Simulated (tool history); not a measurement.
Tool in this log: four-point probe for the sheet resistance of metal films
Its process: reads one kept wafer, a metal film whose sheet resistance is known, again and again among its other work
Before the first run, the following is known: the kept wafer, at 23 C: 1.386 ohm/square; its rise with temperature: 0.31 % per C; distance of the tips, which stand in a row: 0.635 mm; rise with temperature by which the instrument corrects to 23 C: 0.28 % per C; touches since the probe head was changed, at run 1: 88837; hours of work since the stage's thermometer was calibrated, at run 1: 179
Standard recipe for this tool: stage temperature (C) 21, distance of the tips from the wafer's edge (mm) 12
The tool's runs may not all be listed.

run	hour	stage temperature (C)	distance of the tips from the wafer's edge (mm)	touches since the probe head was changed	hours of work since the stage's thermometer was calibrated	sheet resistance as the instrument gives it (ohm/square)
1	0	21	12	88837	179	1.387398
2	117.3	21	12	91483	250	1.387344
3	208.2	26	12	93531	306	1.38917
4	277.5	26	12	95096	348	1.389609
5	368.2	26	12	97139	403	1.389886
6	430.4	26	12	98544	440	1.389169
7	519.4	26	12	100550	495	1.389294
8	586.3	26	12	102058	535	1.389435
9	653.4	26	12	103573	576	1.389315
10	772.5	26	12	106258	648	1.38932
11	867.8	26	17	108407	706	1.387911
12	965.1	26	17	110602	765	1.388403
13	1050.8	26	17	112533	817	1.388199
14	1109.2	21	5	113852	853	1.396839
15	1196.6	21	5	115821	906	1.396983
16	1272.4	28	5	117531	952	1.399543
17	1358.1	21	60	119464	1004	1.38497
18	1458.4	26	42	121725	1065	1.387277
19	1514.1	26	42	122981	1099	1.387564
20	1640.5	22	7	125832	1175	1.391543
21	1740	24	20	128075	1236	1.386925
22	1858.4	33	6	130745	1308	1.398134
23	1930.9	33	6	132381	1352	1.398576
24	2052.5	19	10	135124	1426	1.386836
25	2108.8	30	41	136393	1460	1.388925
# hour 2145: new probe head fitted
26	2178.3	29	57	750	1501	1.388969
27	2297.8	20	24	3446	1574	1.38553
28	2377.6	20	24	5244	1622	1.385001
29	2499.6	20	24	7996	1696	1.385007

Predict the results of run 30:
30	2616.2	29	3	10626	1767	?

sheet resistance as the instrument gives it (ohm/square): 1.420766
Had the tool carried no hidden state, the very same run would have given sheet resistance as the instrument gives it (ohm/square) 1.420894.

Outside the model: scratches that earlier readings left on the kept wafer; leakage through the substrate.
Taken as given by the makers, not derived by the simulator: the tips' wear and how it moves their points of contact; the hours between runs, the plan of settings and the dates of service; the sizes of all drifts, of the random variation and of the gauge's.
